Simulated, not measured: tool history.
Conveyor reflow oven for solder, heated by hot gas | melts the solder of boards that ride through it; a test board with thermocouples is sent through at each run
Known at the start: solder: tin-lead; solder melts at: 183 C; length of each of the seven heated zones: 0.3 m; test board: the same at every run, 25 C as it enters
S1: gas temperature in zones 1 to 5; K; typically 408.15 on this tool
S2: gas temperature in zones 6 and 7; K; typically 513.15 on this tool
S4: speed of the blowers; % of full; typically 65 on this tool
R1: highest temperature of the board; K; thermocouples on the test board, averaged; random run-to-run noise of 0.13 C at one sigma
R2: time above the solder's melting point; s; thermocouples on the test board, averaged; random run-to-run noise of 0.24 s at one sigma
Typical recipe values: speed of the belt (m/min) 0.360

run 1 hour=0.0 | S1=408.15 S2=513.15 speed_of_the_belt_(m/min)=0.360 S4=65 | R1=490.65 R2=72.8
run 2 hour=41.6 | S1=408.15 S2=513.15 speed_of_the_belt_(m/min)=0.360 S4=65 | R1=490.95 R2=72.6
-- hour=52.2 flux residue cleaned out of gas plates and filters
run 3 hour=121.7 | S1=408.15 S2=513.15 speed_of_the_belt_(m/min)=0.372 S4=65 | R1=489.45 R2=68.5
run 4 hour=198.9 | S1=408.15 S2=513.15 speed_of_the_belt_(m/min)=0.372 S4=65 | R1=489.45 R2=68.9
run 5 hour=265.2 | S1=408.15 S2=513.15 speed_of_the_belt_(m/min)=0.368 S4=65 | R1=489.85 R2=70.3
run 6 hour=333.5 | S1=408.15 S2=513.15 speed_of_the_belt_(m/min)=0.368 S4=65 | R1=489.95 R2=70.4
-- hour=357.3 flux residue cleaned out of gas plates and filters
run 7 hour=404.8 | S1=408.15 S2=512.15 speed_of_the_belt_(m/min)=0.368 S4=65 | R1=489.35 R2=69.0
run 8 hour=474.6 | S1=408.15 S2=512.15 speed_of_the_belt_(m/min)=0.368 S4=65 | R1=488.95 R2=69.4
run 9 hour=522.1 | S1=408.15 S2=513.15 speed_of_the_belt_(m/min)=0.360 S4=65 | R1=490.75 R2=73.1
run 10 hour=612.0 | S1=408.15 S2=513.15 speed_of_the_belt_(m/min)=0.360 S4=65 | R1=490.95 R2=72.7
-- hour=663.3 flux residue cleaned out of gas plates and filters
run 11 hour=678.4 | S1=408.15 S2=513.15 speed_of_the_belt_(m/min)=0.360 S4=65 | R1=490.85 R2=72.7
run 12 hour=756.8 | S1=408.15 S2=513.15 speed_of_the_belt_(m/min)=0.394 S4=65 | R1=487.15 R2=62.2
run 13 hour=825.9 | S1=408.15 S2=513.15 speed_of_the_belt_(m/min)=0.394 S4=65 | R1=487.25 R2=62.6
run 14 hour=872.1 | S1=408.15 S2=513.15 speed_of_the_belt_(m/min)=0.394 S4=65 | R1=487.15 R2=61.9
run 15 hour=937.0 | S1=421.15 S2=513.15 speed_of_the_belt_(m/min)=0.360 S4=65 | R1=493.65 R2=81.9
-- hour=974.2 flux residue cleaned out of gas plates and filters
run 16 hour=1027.3 | S1=400.15 S2=525.15 speed_of_the_belt_(m/min)=0.301 S4=62 | R1=505.75 R2=99.5
run 17 hour=1110.6 | S1=400.15 S2=519.15 speed_of_the_belt_(m/min)=0.301 S4=53 | R1=496.65 R2=89.7
-- hour=1152.7 thermocouples of zones 6 and 7 changed
run 18 hour=1192.7 | S1=400.15 S2=523.15 speed_of_the_belt_(m/min)=0.335 S4=53 | R1=494.95 R2=79.4
run 19 hour=1259.4 | S1=400.15 S2=523.15 speed_of_the_belt_(m/min)=0.335 S4=53 | R1=495.35 R2=79.4
-- hour=1281.0 flux residue cleaned out of gas plates and filters
run 20 hour=1324.5 | S1=400.15 S2=509.15 speed_of_the_belt_(m/min)=0.335 S4=56 | R1=485.15 R2=67.8
run 21 hour=1366.1 | S1=400.15 S2=509.15 speed_of_the_belt_(m/min)=0.335 S4=56 | R1=485.15 R2=67.7
run 22 hour=1442.6 | S1=400.15 S2=509.15 speed_of_the_belt_(m/min)=0.335 S4=56 | R1=485.05 R2=67.5
run 23 hour=1484.0 | S1=408.15 S2=521.15 speed_of_the_belt_(m/min)=0.345 S4=83 | R1=504.35 R2=89.3
run 24 hour=1534.9 | S1=408.15 S2=513.15 speed_of_the_belt_(m/min)=0.415 S4=77 | R1=489.25 R2=61.7
-- hour=1589.7 flux residue cleaned out of gas plates and filters
run 25 hour=1627.6 | S1=408.15 S2=513.15 speed_of_the_belt_(m/min)=0.415 S4=77 | R1=489.25 R2=61.2
run 26 hour=1676.5 | S1=397.15 S2=505.15 speed_of_the_belt_(m/min)=0.416 S4=84 | R1=482.35 R2=50.4
-- hour=1685.2 belt drive overhauled, speed set with a stopwatch
run 27 hour=1739.6 | S1=397.15 S2=503.15 speed_of_the_belt_(m/min)=0.429 S4=88 | R1=480.55 R2=47.0
run 28 hour=1777.3 | S1=408.15 S2=505.15 speed_of_the_belt_(m/min)=0.360 S4=86 | R1=489.95 R2=73.2
run 29 hour=1845.9 | S1=414.15 S2=510.15 speed_of_the_belt_(m/min)=0.360 S4=73 | R1=491.85 R2=77.3
-- hour=1898.9 flux residue cleaned out of gas plates and filters
run 30 hour=1918.2 | S1=408.15 S2=513.15 speed_of_the_belt_(m/min)=0.360 S4=70 | R1=492.45 R2=74.7

Below are 4 alternative next runs, each starting from the tool's condition after run 30. Predict each:
run A hour=1983.4 | S1=420.15 S2=513.15 speed_of_the_belt_(m/min)=0.360 S4=50 | R1=? R2=?
run B hour=1983.4 | S1=408.15 S2=513.15 speed_of_the_belt_(m/min)=0.299 S4=70 | R1=? R2=?
run C hour=1983.4 | S1=397.15 S2=504.15 speed_of_the_belt_(m/min)=0.360 S4=65 | R1=? R2=?
run D hour=1983.4 | S1=408.15 S2=511.15 speed_of_the_belt_(m/min)=0.360 S4=70 | R1=? R2=?

run=A R1=487.65 R2=74.3
run=B R1=498.55 R2=98.2
run=C R1=481.15 R2=56.1
run=D R1=490.95 R2=73.3
What these runs would have given with no unlogged condition in the tool:
run=A R1=487.65 R2=74.3
run=B R1=498.55 R2=98.1
run=C R1=481.15 R2=56.0
run=D R1=490.95 R2=73.2
